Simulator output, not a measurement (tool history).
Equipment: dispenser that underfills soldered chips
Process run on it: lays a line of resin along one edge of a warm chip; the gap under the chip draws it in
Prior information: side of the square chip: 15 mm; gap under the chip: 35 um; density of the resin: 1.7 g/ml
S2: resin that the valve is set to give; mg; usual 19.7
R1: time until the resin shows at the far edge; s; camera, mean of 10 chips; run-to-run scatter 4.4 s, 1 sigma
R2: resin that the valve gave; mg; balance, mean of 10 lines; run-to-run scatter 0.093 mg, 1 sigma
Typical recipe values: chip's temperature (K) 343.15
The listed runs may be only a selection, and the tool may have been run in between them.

run 1 hour=0 | chip's_temperature_(K)=343.15 S2=19.7 | R1=502.8 R2=18.89
-- hour=4.4 new syringe of resin
run 2 hour=4.7 | chip's_temperature_(K)=343.15 S2=19.7 | R1=429.7 R2=18.61
run 3 hour=8.3 | chip's_temperature_(K)=343.15 S2=19.7 | R1=476.3 R2=18.7
run 4 hour=12.7 | chip's_temperature_(K)=343.15 S2=19.7 | R1=526.5 R2=18.68
-- hour=15.7 new syringe of resin
run 5 hour=17.6 | chip's_temperature_(K)=343.15 S2=19.7 | R1=449.1 R2=18.62
run 6 hour=25.5 | chip's_temperature_(K)=336.15 S2=19.7 | R1=695.6 R2=18.39
-- hour=26.6 new syringe of resin
run 7 hour=31.9 | chip's_temperature_(K)=336.15 S2=19.7 | R1=625.3 R2=18.48
-- hour=37.6 new syringe of resin
run 8 hour=40.3 | chip's_temperature_(K)=336.15 S2=19.7 | R1=594.8 R2=18.23
run 9 hour=48 | chip's_temperature_(K)=336.15 S2=19.7 | R1=714.8 R2=18.09
-- hour=48.9 new syringe of resin
run 10 hour=56.1 | chip's_temperature_(K)=354.15 S2=21.5 | R1=345.9 R2=19.77
-- hour=59.7 new syringe of resin
run 11 hour=61.8 | chip's_temperature_(K)=354.15 S2=21.5 | R1=308.1 R2=19.73
run 12 hour=66.2 | chip's_temperature_(K)=329.15 S2=16.9 | R1=882.1 R2=15.69
-- hour=71 new syringe of resin
run 13 hour=72.8 | chip's_temperature_(K)=329.15 S2=16.9 | R1=798.7 R2=15.39
run 14 hour=80.2 | chip's_temperature_(K)=344.15 S2=22.7 | R1=506.4 R2=20.65
-- hour=82.3 new syringe of resin
run 15 hour=85.2 | chip's_temperature_(K)=344.15 S2=25.3 | R1=420.5 R2=23.19
run 16 hour=89.2 | chip's_temperature_(K)=329.15 S2=24.6 | R1=833.2 R2=22.27

Each row is a separate what-if for the run after 16, all from the same tool condition, not one after another. Results?
-- hour=93.2 new syringe of resin
run A hour=95.3 | chip's_temperature_(K)=333.15 S2=17.3 | R1=? R2=?
-- hour=93.2 new syringe of resin
run B hour=95.3 | chip's_temperature_(K)=334.15 S2=17 | R1=? R2=?
-- hour=93.2 new syringe of resin
run C hour=95.3 | chip's_temperature_(K)=334.15 S2=19.4 | R1=? R2=?
-- hour=93.2 new syringe of resin
run D hour=95.3 | chip's_temperature_(K)=329.15 S2=20.8 | R1=? R2=?
-- hour=93.2 new syringe of resin
run E hour=95.3 | chip's_temperature_(K)=343.15 S2=24.2 | R1=? R2=?

run=A R1=658 R2=15.51
run=B R1=651.5 R2=15.13
run=C R1=618.2 R2=17.43
run=D R1=741.7 R2=18.63
run=E R1=419.9 R2=21.73
With the hidden condition removed and each run's random variation left untouched, the same runs would have given:
run=A R1=640.1 R2=17.31
run=B R1=632 R2=16.9
run=C R1=610.2 R2=19.45
run=D R1=738.4 R2=20.79
run=E R1=420.8 R2=24.26
